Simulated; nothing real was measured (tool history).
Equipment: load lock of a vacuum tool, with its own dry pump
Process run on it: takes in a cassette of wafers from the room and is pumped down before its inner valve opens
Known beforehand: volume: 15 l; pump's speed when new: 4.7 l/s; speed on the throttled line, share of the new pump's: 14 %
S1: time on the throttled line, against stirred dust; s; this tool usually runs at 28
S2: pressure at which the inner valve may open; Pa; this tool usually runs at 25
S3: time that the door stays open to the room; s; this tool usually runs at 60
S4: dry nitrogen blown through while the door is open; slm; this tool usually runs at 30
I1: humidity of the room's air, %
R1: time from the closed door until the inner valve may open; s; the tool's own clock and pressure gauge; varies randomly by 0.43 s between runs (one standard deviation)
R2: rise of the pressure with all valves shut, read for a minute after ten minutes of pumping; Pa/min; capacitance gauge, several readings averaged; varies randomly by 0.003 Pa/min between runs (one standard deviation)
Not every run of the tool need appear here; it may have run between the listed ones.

run,hour,S1,S2,S3,S4,I1,R1,R2
1,0.0,28,25,60,30,46.6,51.6,0.292
2,158.4,28,25,60,30,51.7,51.4,0.296
3,271.3,28,25,60,30,46.6,51.6,0.304
4,406.2,28,25,60,30,45.4,51.5,0.307
5,473.5,28,25,60,30,45.3,51.8,0.311
6,570.6,28,25,60,30,44.5,52.7,0.318
7,643.3,28,25,60,30,43.3,51.5,0.320
# hour 745.3: door's seal changed, seat wiped
8,745.3,15,25,60,30,47.2,41.2,0.034
9,830.3,15,25,60,30,45.2,40.1,0.030
10,989.0,15,25,60,30,44.9,40.8,0.029
11,1128.3,15,25,60,30,43.5,40.0,0.033
12,1232.2,28,39,60,30,46.7,50.5,0.040
13,1343.8,28,39,60,30,44.4,50.5,0.038
14,1425.3,28,25,60,30,47.3,52.1,0.038
15,1498.2,28,25,60,30,44.5,52.3,0.039
16,1646.3,28,25,60,30,42.8,52.0,0.040
17,1799.6,28,37,107,30,42.8,50.3,0.052
18,1882.5,28,37,51,30,42.0,50.8,0.045
19,1975.2,24,50,51,30,43.9,46.8,0.046
20,2040.9,17,21,68,22,44.4,42.9,0.059
21,2110.3,28,35,60,13,45.2,51.0,0.062
22,2258.5,16,31,233,12,45.9,41.9,0.093
23,2363.3,16,31,233,12,44.2,40.6,0.091
24,2484.6,16,31,150,12,44.9,40.7,0.077
25,2569.8,22,35,35,30,47.4,45.5,0.057
26,2670.2,22,35,35,30,40.1,46.1,0.055
27,2757.1,53,30,35,30,42.9,72.0,0.057
28,2853.2,28,18,39,5,43.9,52.8,0.080
29,2926.4,28,25,180,9,42.9,51.9,0.105

3 ways to go on from here, each from the tool as it stands after run 29. What would each give?
A,3029.9,28,25,26,9,49.8,?,?
B,3029.9,21,39,72,9,43.6,?,?
C,3029.9,28,25,180,9,42.4,?,?

run,R1,R2
A,51.3,0.084
B,44.9,0.091
C,52.3,0.098
Had the tool no hidden state, the same runs would have come out as:
run,R1,R2
A,50.1,0.039
B,43.8,0.046
C,51.0,0.053
